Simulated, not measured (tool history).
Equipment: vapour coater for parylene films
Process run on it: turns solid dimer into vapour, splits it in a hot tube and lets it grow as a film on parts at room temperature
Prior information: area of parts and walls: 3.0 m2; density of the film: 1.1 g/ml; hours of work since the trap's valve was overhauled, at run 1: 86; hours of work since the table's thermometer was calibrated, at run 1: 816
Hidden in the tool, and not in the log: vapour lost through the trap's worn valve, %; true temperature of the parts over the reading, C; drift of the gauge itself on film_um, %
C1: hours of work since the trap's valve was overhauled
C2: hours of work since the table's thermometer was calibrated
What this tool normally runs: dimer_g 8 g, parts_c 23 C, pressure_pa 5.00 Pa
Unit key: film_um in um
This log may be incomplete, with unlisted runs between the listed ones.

{"run": 1, "hour": 0.0, "dimer_g": 8, "parts_c": 23, "pressure_pa": 5.0, "C1": 86, "C2": 816, "film_um": 1.422}
{"run": 2, "hour": 34.4, "dimer_g": 8, "parts_c": 23, "pressure_pa": 5.0, "C1": 106, "C2": 836, "film_um": 1.424}
{"run": 3, "hour": 52.2, "dimer_g": 8, "parts_c": 23, "pressure_pa": 5.0, "C1": 116, "C2": 846, "film_um": 1.403}
{"run": 4, "hour": 82.6, "dimer_g": 8, "parts_c": 23, "pressure_pa": 5.0, "C1": 133, "C2": 863, "film_um": 1.416}
{"run": 5, "hour": 107.8, "dimer_g": 8, "parts_c": 23, "pressure_pa": 5.0, "C1": 148, "C2": 877, "film_um": 1.409}
{"run": 6, "hour": 139.6, "dimer_g": 8, "parts_c": 23, "pressure_pa": 5.0, "C1": 166, "C2": 895, "film_um": 1.403}
{"run": 7, "hour": 169.4, "dimer_g": 8, "parts_c": 23, "pressure_pa": 5.0, "C1": 183, "C2": 912, "film_um": 1.398}
{"run": 8, "hour": 187.7, "dimer_g": 8, "parts_c": 23, "pressure_pa": 4.52, "C1": 193, "C2": 923, "film_um": 1.427}
{"run": 9, "hour": 225.6, "dimer_g": 8, "parts_c": 23, "pressure_pa": 5.0, "C1": 215, "C2": 944, "film_um": 1.39}
{"run": 10, "hour": 252.5, "dimer_g": 8, "parts_c": 23, "pressure_pa": 5.0, "C1": 230, "C2": 960, "film_um": 1.394}
{"run": 11, "hour": 275.6, "dimer_g": 4, "parts_c": 23, "pressure_pa": 5.0, "C1": 243, "C2": 973, "film_um": 0.692}
{"hour": 305.9, "done": "trap's valve overhauled"}
{"run": 12, "hour": 307.5, "dimer_g": 8, "parts_c": 23, "pressure_pa": 5.0, "C1": 1, "C2": 989, "film_um": 1.448}
{"run": 13, "hour": 324.8, "dimer_g": 8, "parts_c": 23, "pressure_pa": 5.0, "C1": 11, "C2": 999, "film_um": 1.451}
{"run": 14, "hour": 350.8, "dimer_g": 8, "parts_c": 23, "pressure_pa": 5.0, "C1": 26, "C2": 1013, "film_um": 1.436}
{"run": 15, "hour": 381.5, "dimer_g": 8, "parts_c": 23, "pressure_pa": 2.64, "C1": 43, "C2": 1031, "film_um": 1.683}
{"run": 16, "hour": 411.1, "dimer_g": 8, "parts_c": 23, "pressure_pa": 2.64, "C1": 60, "C2": 1048, "film_um": 1.677}
{"run": 17, "hour": 438.5, "dimer_g": 8, "parts_c": 23, "pressure_pa": 5.1, "C1": 75, "C2": 1063, "film_um": 1.413}
{"run": 18, "hour": 478.5, "dimer_g": 8, "parts_c": 23, "pressure_pa": 5.0, "C1": 98, "C2": 1086, "film_um": 1.42}
{"run": 19, "hour": 510.7, "dimer_g": 8, "parts_c": 23, "pressure_pa": 5.0, "C1": 117, "C2": 1104, "film_um": 1.427}
{"run": 20, "hour": 550.8, "dimer_g": 8, "parts_c": 23, "pressure_pa": 5.0, "C1": 139, "C2": 1127, "film_um": 1.424}
{"run": 21, "hour": 582.3, "dimer_g": 8, "parts_c": 23, "pressure_pa": 5.0, "C1": 157, "C2": 1145, "film_um": 1.411}
{"run": 22, "hour": 622.5, "dimer_g": 8, "parts_c": 23, "pressure_pa": 5.0, "C1": 180, "C2": 1168, "film_um": 1.406}
{"run": 23, "hour": 641.8, "dimer_g": 8, "parts_c": 23, "pressure_pa": 5.0, "C1": 191, "C2": 1179, "film_um": 1.407}
{"run": 24, "hour": 662.5, "dimer_g": 8, "parts_c": 23, "pressure_pa": 5.0, "C1": 203, "C2": 1191, "film_um": 1.398}
{"run": 25, "hour": 687.7, "dimer_g": 10, "parts_c": 16, "pressure_pa": 6.65, "C1": 217, "C2": 1205, "film_um": 1.933}
{"run": 26, "hour": 722.8, "dimer_g": 10, "parts_c": 16, "pressure_pa": 6.65, "C1": 237, "C2": 1225, "film_um": 1.935}
{"run": 27, "hour": 740.3, "dimer_g": 5, "parts_c": 23, "pressure_pa": 5.0, "C1": 247, "C2": 1235, "film_um": 0.862}
{"hour": 764.9, "done": "trap's valve overhauled"}
{"hour": 765.9, "done": "table's thermometer calibrated"}
{"run": 28, "hour": 775.2, "dimer_g": 8, "parts_c": 20, "pressure_pa": 2.23, "C1": 5, "C2": 5, "film_um": 1.831}
{"run": 29, "hour": 798.1, "dimer_g": 8, "parts_c": 23, "pressure_pa": 5.0, "C1": 18, "C2": 18, "film_um": 1.415}
{"run": 30, "hour": 825.6, "dimer_g": 8, "parts_c": 23, "pressure_pa": 5.0, "C1": 34, "C2": 34, "film_um": 1.403}
{"run": 31, "hour": 848.3, "dimer_g": 9, "parts_c": 19, "pressure_pa": 3.77, "C1": 47, "C2": 47, "film_um": 1.858}
{"run": 32, "hour": 882.0, "dimer_g": 12, "parts_c": 16, "pressure_pa": 3.12, "C1": 66, "C2": 66, "film_um": 2.774}
{"run": 33, "hour": 907.9, "dimer_g": 12, "parts_c": 16, "pressure_pa": 3.12, "C1": 81, "C2": 81, "film_um": 2.781}
{"run": 34, "hour": 944.5, "dimer_g": 4, "parts_c": 15, "pressure_pa": 3.12, "C1": 102, "C2": 102, "film_um": 0.937}
{"run": 35, "hour": 971.6, "dimer_g": 8, "parts_c": 21, "pressure_pa": 4.76, "C1": 117, "C2": 117, "film_um": 1.477}
{"run": 36, "hour": 996.2, "dimer_g": 8, "parts_c": 23, "pressure_pa": 11.35, "C1": 131, "C2": 131, "film_um": 1.137}
{"run": 37, "hour": 1022.1, "dimer_g": 8, "parts_c": 23, "pressure_pa": 2.1, "C1": 146, "C2": 146, "film_um": 1.688}
{"run": 38, "hour": 1041.7, "dimer_g": 8, "parts_c": 24, "pressure_pa": 11.06, "C1": 157, "C2": 157, "film_um": 1.122}
{"run": 39, "hour": 1077.4, "dimer_g": 7, "parts_c": 24, "pressure_pa": 2.45, "C1": 177, "C2": 177, "film_um": 1.387}
{"run": 40, "hour": 1095.0, "dimer_g": 11, "parts_c": 29, "pressure_pa": 11.88, "C1": 187, "C2": 187, "film_um": 1.34}
{"run": 41, "hour": 1131.9, "dimer_g": 5, "parts_c": 19, "pressure_pa": 5.38, "C1": 208, "C2": 208, "film_um": 0.925}
{"run": 42, "hour": 1168.6, "dimer_g": 11, "parts_c": 22, "pressure_pa": 7.21, "C1": 229, "C2": 229, "film_um": 1.75}
{"run": 43, "hour": 1201.8, "dimer_g": 7, "parts_c": 31, "pressure_pa": 7.84, "C1": 248, "C2": 248, "film_um": 0.875}
{"hour": 1223.1, "done": "trap's valve overhauled"}
{"run": 44, "hour": 1224.9, "dimer_g": 7, "parts_c": 31, "pressure_pa": 7.84, "C1": 1, "C2": 259, "film_um": 0.904}
{"run": 45, "hour": 1255.9, "dimer_g": 10, "parts_c": 25, "pressure_pa": 8.04, "C1": 19, "C2": 277, "film_um": 1.498}
{"run": 46, "hour": 1280.7, "dimer_g": 8, "parts_c": 25, "pressure_pa": 5.0, "C1": 33, "C2": 291, "film_um": 1.357}

What if the next run were any one of these 4? Each begins from the tool's condition after run 46:
{"run": "A", "hour": 1320.7, "dimer_g": 8, "parts_c": 21, "pressure_pa": 5.0, "C1": 56, "C2": 313, "film_um": "?"}
{"run": "B", "hour": 1320.7, "dimer_g": 7, "parts_c": 27, "pressure_pa": 11.75, "C1": 56, "C2": 313, "film_um": "?"}
{"run": "C", "hour": 1320.7, "dimer_g": 8, "parts_c": 21, "pressure_pa": 2.97, "C1": 56, "C2": 313, "film_um": "?"}
{"run": "D", "hour": 1320.7, "dimer_g": 8, "parts_c": 23, "pressure_pa": 4.08, "C1": 56, "C2": 313, "film_um": "?"}

run=A film_um=1.483
run=B film_um=0.907
run=C film_um=1.668
run=D film_um=1.476
Without the tool's unlogged condition, the same runs would have read:
run=A film_um=1.499
run=B film_um=0.917
run=C film_um=1.686
run=D film_um=1.492
